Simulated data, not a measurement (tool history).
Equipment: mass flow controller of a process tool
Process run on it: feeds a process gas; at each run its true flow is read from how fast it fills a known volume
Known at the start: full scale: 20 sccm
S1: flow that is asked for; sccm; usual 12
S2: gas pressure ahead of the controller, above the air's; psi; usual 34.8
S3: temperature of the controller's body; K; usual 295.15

{"run": 1, "hour": 0.0, "S1": 12, "S2": 34.8, "S3": 295.15, "true flow (%)": 96.7}
{"run": 2, "hour": 209.7, "S1": 12, "S2": 34.8, "S3": 295.15, "true flow (%)": 96.78}
{"run": 3, "hour": 523.8, "S1": 12, "S2": 34.8, "S3": 295.15, "true flow (%)": 96.7}
{"run": 4, "hour": 659.1, "S1": 12, "S2": 34.8, "S3": 295.15, "true flow (%)": 96.76}
{"run": 5, "hour": 798.5, "S1": 12, "S2": 34.8, "S3": 295.15, "true flow (%)": 96.66}
{"run": 6, "hour": 972.0, "S1": 12, "S2": 34.8, "S3": 295.15, "true flow (%)": 96.5}
{"run": 7, "hour": 1205.7, "S1": 4, "S2": 34.8, "S3": 295.15, "true flow (%)": 93.93}
{"run": 8, "hour": 1431.7, "S1": 12, "S2": 34.8, "S3": 295.15, "true flow (%)": 96.52}
{"run": 9, "hour": 1727.8, "S1": 12, "S2": 34.8, "S3": 295.15, "true flow (%)": 96.45}
{"run": 10, "hour": 1966.2, "S1": 12, "S2": 34.8, "S3": 295.15, "true flow (%)": 96.43}

Run 11 has not been measured yet. What should we expect?
{"run": 11, "hour": 2168.5, "S1": 12, "S2": 34.8, "S3": 295.15, "true flow (%)": "?"}

{"run 11": {"true flow (%)": 96.17}}
Take away the tool's hidden state, keep the run-to-run variation as it was, and the same run would have given true flow (%) 99.18.
